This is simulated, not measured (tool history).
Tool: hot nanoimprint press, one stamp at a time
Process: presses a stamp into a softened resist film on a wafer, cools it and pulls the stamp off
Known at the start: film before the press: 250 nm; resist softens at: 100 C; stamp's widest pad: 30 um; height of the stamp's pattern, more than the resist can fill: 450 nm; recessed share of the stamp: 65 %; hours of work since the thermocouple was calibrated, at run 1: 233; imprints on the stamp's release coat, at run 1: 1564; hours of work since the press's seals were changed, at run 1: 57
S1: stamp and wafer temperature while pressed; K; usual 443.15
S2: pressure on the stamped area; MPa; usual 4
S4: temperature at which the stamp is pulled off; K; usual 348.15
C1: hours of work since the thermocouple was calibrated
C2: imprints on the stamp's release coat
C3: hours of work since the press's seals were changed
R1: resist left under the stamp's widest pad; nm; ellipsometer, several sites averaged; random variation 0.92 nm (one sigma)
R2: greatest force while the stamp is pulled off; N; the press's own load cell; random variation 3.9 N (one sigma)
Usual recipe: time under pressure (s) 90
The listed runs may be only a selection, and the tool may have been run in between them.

{"run": 1, "hour": 0.0, "S1": 443.15, "S2": 4, "time under pressure (s)": 90, "S4": 348.15, "C1": 233, "C2": 1564, "C3": 57, "R1": 128.8, "R2": 193}
{"hour": 49.0, "done": "stamp cleaned and given a new release coat"}
{"run": 2, "hour": 60.8, "S1": 453.15, "S2": 4, "time under pressure (s)": 90, "S4": 348.15, "C1": 274, "C2": 59, "C3": 98, "R1": 81.8, "R2": 193}
{"run": 3, "hour": 88.7, "S1": 453.15, "S2": 4, "time under pressure (s)": 90, "S4": 348.15, "C1": 295, "C2": 200, "C3": 119, "R1": 83.3, "R2": 190}
{"hour": 114.3, "done": "plate thermocouple calibrated"}
{"run": 4, "hour": 144.2, "S1": 443.15, "S2": 4, "time under pressure (s)": 90, "S4": 348.15, "C1": 22, "C2": 463, "C3": 158, "R1": 128.2, "R2": 194}
{"run": 5, "hour": 197.0, "S1": 443.15, "S2": 4, "time under pressure (s)": 90, "S4": 348.15, "C1": 62, "C2": 729, "C3": 198, "R1": 129.4, "R2": 189}
{"run": 6, "hour": 222.9, "S1": 443.15, "S2": 4, "time under pressure (s)": 90, "S4": 348.15, "C1": 81, "C2": 859, "C3": 217, "R1": 130.1, "R2": 189}
{"run": 7, "hour": 277.4, "S1": 443.15, "S2": 4, "time under pressure (s)": 90, "S4": 348.15, "C1": 122, "C2": 1133, "C3": 258, "R1": 128.7, "R2": 192}
{"run": 8, "hour": 333.2, "S1": 443.15, "S2": 2.91, "time under pressure (s)": 90, "S4": 340.15, "C1": 164, "C2": 1414, "C3": 300, "R1": 143.2, "R2": 209}
{"run": 9, "hour": 366.3, "S1": 443.15, "S2": 2.91, "time under pressure (s)": 90, "S4": 340.15, "C1": 189, "C2": 1580, "C3": 324, "R1": 146.3, "R2": 218}
{"run": 10, "hour": 397.4, "S1": 443.15, "S2": 2.91, "time under pressure (s)": 90, "S4": 340.15, "C1": 212, "C2": 1737, "C3": 348, "R1": 144.7, "R2": 212}
{"hour": 412.4, "done": "stamp cleaned and given a new release coat"}
{"run": 11, "hour": 456.0, "S1": 443.15, "S2": 2.68, "time under pressure (s)": 90, "S4": 335.15, "C1": 251, "C2": 219, "C3": 387, "R1": 148.3, "R2": 223}
{"run": 12, "hour": 487.4, "S1": 443.15, "S2": 2.68, "time under pressure (s)": 90, "S4": 335.15, "C1": 275, "C2": 377, "C3": 411, "R1": 148.5, "R2": 218}
{"run": 13, "hour": 533.5, "S1": 443.15, "S2": 2.68, "time under pressure (s)": 90, "S4": 335.15, "C1": 309, "C2": 609, "C3": 445, "R1": 146.6, "R2": 219}

4 ways to go on from here, each from the tool as it stands after run 13. What would each give?
{"hour": 544.4, "done": "plate thermocouple calibrated"}
{"run": "A", "hour": 581.9, "S1": 442.15, "S2": 3.58, "time under pressure (s)": 90, "S4": 335.15, "C1": 28, "C2": 837, "C3": 479, "R1": "?", "R2": "?"}
{"hour": 544.4, "done": "plate thermocouple calibrated"}
{"run": "B", "hour": 581.9, "S1": 435.15, "S2": 2.68, "time under pressure (s)": 56, "S4": 343.15, "C1": 28, "C2": 837, "C3": 479, "R1": "?", "R2": "?"}
{"hour": 544.4, "done": "plate thermocouple calibrated"}
{"run": "C", "hour": 581.9, "S1": 436.15, "S2": 2.81, "time under pressure (s)": 74, "S4": 348.15, "C1": 28, "C2": 837, "C3": 479, "R1": "?", "R2": "?"}
{"hour": 544.4, "done": "plate thermocouple calibrated"}
{"run": "D", "hour": 581.9, "S1": 443.15, "S2": 2.75, "time under pressure (s)": 63, "S4": 335.15, "C1": 28, "C2": 837, "C3": 479, "R1": "?", "R2": "?"}

run=A R1=140.9 R2=232
run=B R1=209 R2=215
run=C R1=192.7 R2=192
run=D R1=163.5 R2=221
Had the tool no hidden state, the same runs would have come out as:
run=A R1=140.8 R2=231
run=B R1=209 R2=214
run=C R1=192.6 R2=191
run=D R1=163.5 R2=220
